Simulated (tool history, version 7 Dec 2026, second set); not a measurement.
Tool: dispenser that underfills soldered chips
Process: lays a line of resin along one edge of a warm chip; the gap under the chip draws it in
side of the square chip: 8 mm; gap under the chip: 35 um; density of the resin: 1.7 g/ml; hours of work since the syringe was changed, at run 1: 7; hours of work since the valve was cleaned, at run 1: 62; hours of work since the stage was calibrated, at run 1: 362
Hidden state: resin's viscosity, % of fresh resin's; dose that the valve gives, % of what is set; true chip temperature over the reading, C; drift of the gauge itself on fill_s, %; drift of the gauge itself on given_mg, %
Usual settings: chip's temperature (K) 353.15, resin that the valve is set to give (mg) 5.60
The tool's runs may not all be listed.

run   hour  chip's temperature (K)  resin that the valve is set to give (mg)  hours of work since the syringe was changed  hours of work since the valve was cleaned  hours of work since the stage was calibrated  time until the resin shows at the far edge (s)  resin that the valve gave (mg)
  1    0.0                  353.15                                      5.60                                            7                                         62                                           362                                           108.0                            5.43
       3.3  -- new syringe of resin
  2    7.8                  353.15                                      5.60                                            4                                         68                                           368                                            91.9                            5.37
      15.5  -- new syringe of resin
  3   17.5                  353.15                                      5.60                                            2                                         76                                           375                                            82.3                            5.35
      27.5  -- new syringe of resin
  4   28.3                  353.15                                      5.60                                            1                                         84                                           384                                            76.5                            5.30
  5   34.0                  353.15                                      6.75                                            5                                         89                                           388                                            94.5                            6.38
      36.5  -- dispensing valve cleaned and set on the balance
      40.2  -- new syringe of resin
  6   45.6                  353.15                                      6.75                                            4                                          7                                           397                                            92.5                            6.76
      51.6  -- new syringe of resin
  7   52.7                  352.15                                      5.60                                            1                                         13                                           402                                            80.7                            5.59
  8   61.2                  352.15                                      5.60                                            8                                         19                                           409                                           123.6                            5.56
      63.6  -- new syringe of resin
  9   67.3                  353.15                                      5.74                                            3                                         24                                           414                                            85.9                            5.66
 10   74.5                  363.15                                      5.74                                            9                                         30                                           419                                            77.6                            5.64
      75.4  -- new syringe of resin
 11   81.0                  353.15                                      7.01                                            4                                         35                                           424                                            94.3                            6.92
      87.5  -- new syringe of resin
 12   90.3                  353.15                                      7.01                                            2                                         42                                           431                                            81.8                            6.84
 13   97.9                  353.15                                      7.20                                            8                                         48                                           438                                           121.8                            6.94
      99.2  -- new syringe of resin
 14  104.3                  353.15                                      5.60                                            4                                         53                                           442                                            96.2                            5.48
     111.1  -- new syringe of resin
 15  112.3                  353.15                                      5.60                                            1                                         59                                           449                                            78.7                            5.47
 16  117.8                  353.15                                      5.60                                            5                                         63                                           453                                           104.2                            5.48
     122.8  -- new syringe of resin
 17  127.8                  353.15                                      5.60                                            4                                         71                                           461                                            95.4                            5.39
     134.6  -- new syringe of resin
 18  137.0                  361.15                                      5.18                                            2                                         78                                           468                                            58.6                            4.95
     146.1  -- new syringe of resin
 19  148.0                  354.15                                      4.84                                            1                                         87                                           476                                            80.6                            4.61
     152.5  -- dispensing valve cleaned and set on the balance
 20  158.2                  346.15                                      4.99                                            9                                          5                                           484                                           186.9                            4.94
     159.3  -- new syringe of resin
 21  165.6                  365.15                                      5.60                                            5                                         10                                           489                                            57.3                            5.56
     171.1  -- new syringe of resin
 22  174.2                  365.15                                      5.60                                            2                                         17                                           496                                            50.2                            5.58
 23  181.2                  365.15                                      5.60                                            8                                         22                                           502                                            69.7                            5.44
     183.3  -- new syringe of resin
 24  192.1                  367.15                                      6.47                                            7                                         31                                           510                                            58.2                            6.37
     195.4  -- new syringe of resin
     200.0  -- stage's temperature calibrated
 25  203.1                  367.15                                      6.47                                            5                                         39                                             2                                            48.9                            6.36
     208.2  -- new syringe of resin
 26  214.3                  367.15                                      6.47                                            5                                         47                                            11                                            45.3                            6.21
     220.0  -- new syringe of resin
 27  222.1                  367.15                                      6.47                                            2                                         53                                            17                                            38.8                            6.22
     231.9  -- new syringe of resin
 28  233.9                  367.15                                      6.47                                            2                                         63                                            26                                            37.7                            6.16
 29  240.4                  359.15                                      6.88                                            7                                         68                                            32                                            74.5                            6.63
     244.3  -- new syringe of resin
 30  249.5                  361.15                                      5.54                                            4                                         75                                            39                                            60.1                            5.32
     255.9  -- new syringe of resin
 31  258.9                  355.15                                      5.53                                            2                                         82                                            46                                            71.3                            5.21
 32  266.5                  355.15                                      5.53                                            9                                         88                                            52                                           104.3                            5.26
     267.4  -- new syringe of resin
     269.2  -- dispensing valve cleaned and set on the balance
 33  278.9                  353.15                                      5.14                                            8                                          8                                            61                                           117.5                            5.15
     279.9  -- new syringe of resin
 34  287.7                  349.15                                      4.92                                            6                                         15                                            68                                           127.4                            4.85

Hidden state or all else? Some run-to-run changes of time until the resin shows at the far edge (s), split into what the settings, what came in and random variation would give without the hidden state, and what is left for the hidden state (with any gauge scatter that isn't in both results):
Run 7 -> 8: no setting changed, nothing entered. time until the resin shows at the far edge (s) +42.9: hidden state +43.1, all else -0.2.
Run 19 -> 20: chip's temperature (K) 354.15 -> 346.15, resin that the valve is set to give (mg) 4.84 -> 4.99, dispensing valve cleaned and set on the balance. time until the resin shows at the far edge (s) +106.3: hidden state +75.7, all else +30.6.
Run 20 -> 21: chip's temperature (K) 346.15 -> 365.15, resin that the valve is set to give (mg) 4.99 -> 5.60, new syringe of resin. time until the resin shows at the far edge (s) -129.6: hidden state -72.4, all else -57.2.

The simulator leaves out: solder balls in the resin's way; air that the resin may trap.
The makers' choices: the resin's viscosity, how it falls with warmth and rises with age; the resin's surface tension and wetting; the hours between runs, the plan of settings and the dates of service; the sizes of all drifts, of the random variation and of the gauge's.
